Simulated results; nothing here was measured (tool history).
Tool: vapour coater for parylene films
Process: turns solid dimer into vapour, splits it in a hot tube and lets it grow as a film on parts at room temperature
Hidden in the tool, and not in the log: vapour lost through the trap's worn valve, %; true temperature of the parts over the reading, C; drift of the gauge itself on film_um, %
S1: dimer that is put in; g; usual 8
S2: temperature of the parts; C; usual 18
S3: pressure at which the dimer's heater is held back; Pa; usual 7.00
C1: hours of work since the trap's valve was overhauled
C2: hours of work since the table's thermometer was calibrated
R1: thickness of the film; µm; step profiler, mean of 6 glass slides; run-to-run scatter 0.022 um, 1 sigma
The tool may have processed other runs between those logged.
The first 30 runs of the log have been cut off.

run,hour,S1,S2,S3,C1,C2,R1
31,1015.3,7,18,2.38,32,1626,2.18
32,1057.2,7,18,2.38,59,1653,2.16
33,1089.4,7,16,2.92,80,1674,2.30
34,1126.7,8,18,2.41,104,1698,2.46
35,1157.7,7,29,2.30,124,1718,1.48
36,1188.3,8,18,3.08,144,1738,2.42
37,1212.5,4,18,3.53,160,1753,1.19
38,1236.1,3,23,2.61,175,1769,0.79
39,1279.9,10,18,6.25,203,1797,2.86
40,1309.5,4,18,6.25,222,1816,1.15
# hour 1329.2: trap's valve overhauled
41,1334.3,4,10,7.26,3,1830,1.47
42,1371.4,5,23,6.93,27,1854,1.23
43,1400.6,5,23,6.93,46,1872,1.19
44,1421.6,5,23,6.93,60,1886,1.22
45,1441.8,7,18,2.89,73,1899,2.15
46,1463.1,7,18,2.89,87,1913,2.11
47,1507.9,4,18,11.88,116,1942,1.07
48,1537.5,11,29,2.02,135,1961,2.39

Predict each of these 3 candidate next runs independently; none follows another, all start after run 48:
A,1565.8,7,18,2.56,153,1979,?
B,1565.8,11,29,11.72,153,1979,?
C,1565.8,10,12,2.02,153,1979,?

run,R1
A,2.13
B,2.07
C,3.87
With no hidden state in the tool, these same runs would have given:
run,R1
A,2.14
B,2.08
C,3.88
